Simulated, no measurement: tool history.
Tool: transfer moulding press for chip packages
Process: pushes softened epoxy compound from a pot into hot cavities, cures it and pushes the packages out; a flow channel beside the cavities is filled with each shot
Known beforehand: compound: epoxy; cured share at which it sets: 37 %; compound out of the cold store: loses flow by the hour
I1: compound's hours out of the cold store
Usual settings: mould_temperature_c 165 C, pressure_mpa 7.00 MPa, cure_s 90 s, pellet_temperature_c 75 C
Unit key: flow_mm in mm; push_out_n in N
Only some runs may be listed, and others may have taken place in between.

run 1 day=0.000 | mould_temperature_c=165 pressure_mpa=7.00 cure_s=90 pellet_temperature_c=75 | I1=42.4 | flow_mm=626 push_out_n=611
run 2 day=0.658 | mould_temperature_c=165 pressure_mpa=7.00 cure_s=90 pellet_temperature_c=75 | I1=35.6 | flow_mm=644 push_out_n=639
-- day=0.779 cavities cleaned with cleaning compound and waxed
run 3 day=2.012 | mould_temperature_c=165 pressure_mpa=7.00 cure_s=90 pellet_temperature_c=75 | I1=42.7 | flow_mm=625 push_out_n=510
run 4 day=2.846 | mould_temperature_c=165 pressure_mpa=7.00 cure_s=90 pellet_temperature_c=75 | I1=21.6 | flow_mm=689 push_out_n=618
run 5 day=3.458 | mould_temperature_c=165 pressure_mpa=7.00 cure_s=90 pellet_temperature_c=75 | I1=24.0 | flow_mm=675 push_out_n=630
-- day=4.112 cavities cleaned with cleaning compound and waxed
run 6 day=4.167 | mould_temperature_c=165 pressure_mpa=7.00 cure_s=90 pellet_temperature_c=75 | I1=17.6 | flow_mm=697 push_out_n=339
run 7 day=5.367 | mould_temperature_c=165 pressure_mpa=7.00 cure_s=104 pellet_temperature_c=75 | I1=23.3 | flow_mm=669 push_out_n=451
run 8 day=5.996 | mould_temperature_c=165 pressure_mpa=7.00 cure_s=94 pellet_temperature_c=75 | I1=13.6 | flow_mm=703 push_out_n=581
-- day=6.662 plunger's sealing rings changed
run 9 day=7.221 | mould_temperature_c=163 pressure_mpa=7.00 cure_s=90 pellet_temperature_c=75 | I1=19.4 | flow_mm=743 push_out_n=748
-- day=7.542 cavities cleaned with cleaning compound and waxed
run 10 day=8.025 | mould_temperature_c=163 pressure_mpa=7.00 cure_s=90 pellet_temperature_c=75 | I1=31.3 | flow_mm=703 push_out_n=484
run 11 day=8.883 | mould_temperature_c=163 pressure_mpa=7.00 cure_s=90 pellet_temperature_c=75 | I1=25.5 | flow_mm=725 push_out_n=653
run 12 day=9.433 | mould_temperature_c=165 pressure_mpa=7.00 cure_s=76 pellet_temperature_c=75 | I1=36.2 | flow_mm=671 push_out_n=803
run 13 day=10.692 | mould_temperature_c=170 pressure_mpa=7.00 cure_s=90 pellet_temperature_c=75 | I1=25.7 | flow_mm=671 push_out_n=520
-- day=10.900 cavities cleaned with cleaning compound and waxed
run 14 day=12.012 | mould_temperature_c=170 pressure_mpa=7.00 cure_s=90 pellet_temperature_c=75 | I1=20.6 | flow_mm=684 push_out_n=428
run 15 day=12.608 | mould_temperature_c=163 pressure_mpa=5.90 cure_s=108 pellet_temperature_c=81 | I1=19.0 | flow_mm=660 push_out_n=499
run 16 day=13.683 | mould_temperature_c=163 pressure_mpa=5.90 cure_s=108 pellet_temperature_c=81 | I1=48.0 | flow_mm=566 push_out_n=543
-- day=14.296 cavities cleaned with cleaning compound and waxed
run 17 day=14.567 | mould_temperature_c=165 pressure_mpa=7.00 cure_s=90 pellet_temperature_c=76 | I1=33.0 | flow_mm=665 push_out_n=374
run 18 day=15.700 | mould_temperature_c=165 pressure_mpa=6.33 cure_s=91 pellet_temperature_c=76 | I1=46.0 | flow_mm=578 push_out_n=514
run 19 day=16.888 | mould_temperature_c=165 pressure_mpa=6.33 cure_s=91 pellet_temperature_c=76 | I1=42.7 | flow_mm=586 push_out_n=574
-- day=17.633 cavities cleaned with cleaning compound and waxed
run 20 day=17.967 | mould_temperature_c=165 pressure_mpa=7.00 cure_s=89 pellet_temperature_c=75 | I1=9.9 | flow_mm=713 push_out_n=416
run 21 day=19.071 | mould_temperature_c=164 pressure_mpa=5.48 cure_s=110 pellet_temperature_c=75 | I1=39.1 | flow_mm=546 push_out_n=467
-- day=19.475 plunger's sealing rings changed
run 22 day=20.050 | mould_temperature_c=169 pressure_mpa=6.52 cure_s=100 pellet_temperature_c=68 | I1=17.1 | flow_mm=682 push_out_n=492
run 23 day=20.783 | mould_temperature_c=169 pressure_mpa=6.52 cure_s=100 pellet_temperature_c=68 | I1=43.8 | flow_mm=619 push_out_n=494
-- day=21.100 cavities cleaned with cleaning compound and waxed
run 24 day=21.900 | mould_temperature_c=169 pressure_mpa=7.00 cure_s=90 pellet_temperature_c=71 | I1=44.4 | flow_mm=635 push_out_n=382
run 25 day=23.158 | mould_temperature_c=165 pressure_mpa=6.28 cure_s=105 pellet_temperature_c=71 | I1=9.8 | flow_mm=708 push_out_n=511
run 26 day=23.746 | mould_temperature_c=165 pressure_mpa=7.00 cure_s=102 pellet_temperature_c=75 | I1=40.9 | flow_mm=637 push_out_n=520
-- day=24.425 cavities cleaned with cleaning compound and waxed
run 27 day=24.450 | mould_temperature_c=165 pressure_mpa=8.69 cure_s=77 pellet_temperature_c=69 | I1=13.6 | flow_mm=823 push_out_n=451

Below are 3 alternative next runs, each starting from the tool's condition after run 27. Predict each:
run A day=25.208 | mould_temperature_c=165 pressure_mpa=6.70 cure_s=100 pellet_temperature_c=69 | I1=10.7 | flow_mm=? push_out_n=?
run B day=25.208 | mould_temperature_c=171 pressure_mpa=8.69 cure_s=85 pellet_temperature_c=71 | I1=36.9 | flow_mm=? push_out_n=?
run C day=25.208 | mould_temperature_c=165 pressure_mpa=5.29 cure_s=77 pellet_temperature_c=81 | I1=16.7 | flow_mm=? push_out_n=?

run=A flow_mm=725 push_out_n=430
run=B flow_mm=700 push_out_n=383
run=C flow_mm=612 push_out_n=650
Stripped of hidden state, with their random variation kept, the same runs would have yielded:
run=A flow_mm=756 push_out_n=286
run=B flow_mm=729 push_out_n=253
run=C flow_mm=638 push_out_n=446
